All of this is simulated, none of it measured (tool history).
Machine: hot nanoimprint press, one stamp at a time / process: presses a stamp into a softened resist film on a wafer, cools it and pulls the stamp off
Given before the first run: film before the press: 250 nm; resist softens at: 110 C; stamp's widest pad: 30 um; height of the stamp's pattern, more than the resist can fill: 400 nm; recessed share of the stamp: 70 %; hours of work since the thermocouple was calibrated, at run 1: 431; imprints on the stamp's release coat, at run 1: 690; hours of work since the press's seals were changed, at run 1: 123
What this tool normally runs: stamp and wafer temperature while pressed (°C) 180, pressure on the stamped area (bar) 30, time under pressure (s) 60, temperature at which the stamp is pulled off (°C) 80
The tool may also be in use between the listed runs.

run,hour,stamp and wafer temperature while pressed (°C),pressure on the stamped area (bar),time under pressure (s),temperature at which the stamp is pulled off (°C),hours of work since the thermocouple was calibrated,imprints on the stamp's release coat,hours of work since the press's seals were changed,resist left under the stamp's widest pad (nm),greatest force while the stamp is pulled off (N)
1,0,180,30,60,80,431,690,123,100.4,276
2,52.7,180,30,60,80,466,969,158,101.9,301
# hour 80.4: stamp cleaned and given a new release coat
3,109.2,180,30,40,80,501,152,192,119.9,235
4,180.8,180,30,40,80,549,531,241,123.4,262
5,241.3,180,30,40,80,590,851,282,123,288
# hour 260.7: plate thermocouple calibrated
# hour 297.1: stamp cleaned and given a new release coat
6,297.1,180,30,40,80,21,0,313,107.1,209
7,375.2,188,30,60,70,73,413,366,57.8,290
8,447.5,177,33.3,56,68,122,795,415,110.9,352
# hour 507.8: stamp cleaned and given a new release coat
9,529,177,33.3,56,68,173,112,466,112,278
10,596.3,187,30.1,110,70,219,468,512,48.4,290
11,643.2,187,30.1,82,70,251,716,543,56.1,318

Below are 5 alternative next runs, each starting from the tool's condition after run 11. Predict each:
# hour 716.8: stamp cleaned and given a new release coat
A,719.5,180,30,60,69,298,14,591,?,?
# hour 716.8: stamp cleaned and given a new release coat
B,719.5,181,30,60,68,298,14,591,?,?
# hour 716.8: stamp cleaned and given a new release coat
C,719.5,187,30,60,80,298,14,591,?,?
# hour 716.8: stamp cleaned and given a new release coat
D,719.5,171,30.1,46,74,298,14,591,?,?
# hour 716.8: stamp cleaned and given a new release coat
E,719.5,175,30,34,83,298,14,591,?,?

run,resist left under the stamp's widest pad (nm),greatest force while the stamp is pulled off (N)
A,99.3,252
B,92.5,275
C,64.8,212
D,174.1,249
E,160.5,205
The same runs, with their run-to-run variation unchanged, on a tool lacking any hidden condition would have given:
run,resist left under the stamp's widest pad (nm),greatest force while the stamp is pulled off (N)
A,90.8,246
B,84.6,269
C,59.3,206
D,163.3,243
E,149.8,198

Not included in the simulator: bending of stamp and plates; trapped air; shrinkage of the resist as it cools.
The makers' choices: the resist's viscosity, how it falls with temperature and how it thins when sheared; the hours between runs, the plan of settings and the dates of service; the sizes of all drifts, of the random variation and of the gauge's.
